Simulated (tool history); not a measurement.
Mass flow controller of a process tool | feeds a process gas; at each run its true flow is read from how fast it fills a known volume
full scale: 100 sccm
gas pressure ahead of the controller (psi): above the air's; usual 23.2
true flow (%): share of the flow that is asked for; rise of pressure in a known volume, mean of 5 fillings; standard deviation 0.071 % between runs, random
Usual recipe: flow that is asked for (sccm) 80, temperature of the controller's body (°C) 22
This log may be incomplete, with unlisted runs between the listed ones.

run	hour	flow that is asked for (sccm)	gas pressure ahead of the controller (psi)	temperature of the controller's body (°C)	true flow (%)
1	0.0	80	23.2	22	100.03
2	59.4	16	23.2	22	100.31
3	128.1	80	23.2	22	99.95
4	185.6	80	23.2	22	99.98
5	259.1	11	23.2	22	100.90
6	309.8	80	22.9	22	100.13
7	344.4	80	22.9	22	100.08
8	389.2	80	22.9	22	100.11
9	464.2	80	23.2	22	100.01
10	501.0	80	23.2	24	100.14
11	577.6	80	23.2	22	99.99
12	652.6	80	23.2	22	99.97
13	705.4	80	23.2	33	100.53
14	743.9	80	23.2	33	100.65
15	796.8	80	37.3	22	99.47
16	876.1	80	37.3	22	99.31
17	954.8	35	37.3	22	99.41
18	1006.1	35	36.7	22	99.33
19	1043.7	80	23.2	26	100.16
20	1105.1	15	23.2	22	100.78
21	1140.8	15	23.2	22	100.81
22	1187.5	80	34.1	22	99.50
23	1236.4	80	36.5	22	99.48
24	1273.5	61	36.5	24	99.38
25	1328.3	11	23.1	38	102.49
26	1384.3	11	25.1	31	101.96
27	1417.5	30	33.9	27	99.78
28	1458.5	80	39.5	37	99.81
29	1530.1	24	23.2	23	100.45
30	1606.2	14	23.2	23	101.23
31	1661.7	14	34.2	23	100.72
32	1724.0	80	35.5	22	99.31
33	1763.1	80	33.6	22	99.42
34	1803.6	80	33.6	22	99.42
35	1884.4	26	28.1	34	100.82
36	1963.9	80	23.2	21	99.90
37	2004.3	80	21.0	30	100.50
38	2081.0	80	21.0	30	100.43
39	2119.3	22	23.4	35	101.26

Run 40 comes next. What will it give?
40	2180.5	22	23.4	35	?

true flow (%): 101.24
The same run, on a tool lacking any hidden state, would have yielded true flow (%) 100.04.

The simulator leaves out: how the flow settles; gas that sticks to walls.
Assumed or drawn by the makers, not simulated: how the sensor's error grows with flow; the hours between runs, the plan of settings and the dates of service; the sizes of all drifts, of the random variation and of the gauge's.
